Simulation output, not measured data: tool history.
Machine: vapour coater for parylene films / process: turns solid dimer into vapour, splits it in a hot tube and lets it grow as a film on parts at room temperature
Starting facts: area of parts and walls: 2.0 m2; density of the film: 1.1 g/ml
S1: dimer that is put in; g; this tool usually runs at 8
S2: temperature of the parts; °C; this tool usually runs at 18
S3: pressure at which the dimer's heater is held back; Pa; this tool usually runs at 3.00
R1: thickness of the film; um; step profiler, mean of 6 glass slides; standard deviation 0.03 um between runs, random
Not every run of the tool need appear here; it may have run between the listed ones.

run,hour,S1,S2,S3,R1
1,0.0,8,18,3.00,2.67
2,13.8,8,18,3.00,2.68
3,24.9,8,18,3.00,2.63
4,35.4,8,18,3.00,2.64
5,44.5,8,18,3.00,2.67
6,53.9,8,18,7.37,2.39
7,63.2,8,18,7.37,2.38
8,78.3,8,18,7.37,2.41
# hour 83.9: trap's valve overhauled
9,94.9,8,18,7.37,2.36
10,105.7,8,18,7.37,2.43
11,122.1,8,18,7.37,2.33
12,135.6,8,18,7.37,2.34
13,145.7,8,18,7.37,2.33
14,156.9,8,14,3.00,2.86
15,166.2,12,29,11.32,2.36
16,176.2,8,14,2.17,2.97
# hour 191.9: trap's valve overhauled, once more
17,195.8,8,14,2.17,3.22
18,210.9,6,21,4.58,1.80
19,225.6,8,29,3.00,1.99
20,236.5,8,20,2.11,2.70
21,244.3,8,29,5.62,1.82
22,260.9,11,27,2.51,2.90
23,274.9,4,22,2.51,1.21
24,285.9,11,14,3.22,4.23
25,300.0,11,14,3.22,4.11
26,311.3,8,18,3.08,2.73
27,325.7,4,18,4.92,1.31
28,340.8,5,28,6.64,1.15

5 ways to go on from here, each from the tool as it stands after run 28. What would each give?
A,357.2,5,18,3.00,?
B,357.2,7,12,3.08,?
C,357.2,5,12,6.64,?
D,357.2,5,28,2.51,?
E,357.2,8,28,7.02,?

run,R1
A,1.65
B,2.80
C,1.85
D,1.25
E,1.77
The same runs, with their run-to-run variation unchanged, on a tool lacking any hidden condition would have given:
run,R1
A,1.73
B,2.92
C,1.93
D,1.30
E,1.86

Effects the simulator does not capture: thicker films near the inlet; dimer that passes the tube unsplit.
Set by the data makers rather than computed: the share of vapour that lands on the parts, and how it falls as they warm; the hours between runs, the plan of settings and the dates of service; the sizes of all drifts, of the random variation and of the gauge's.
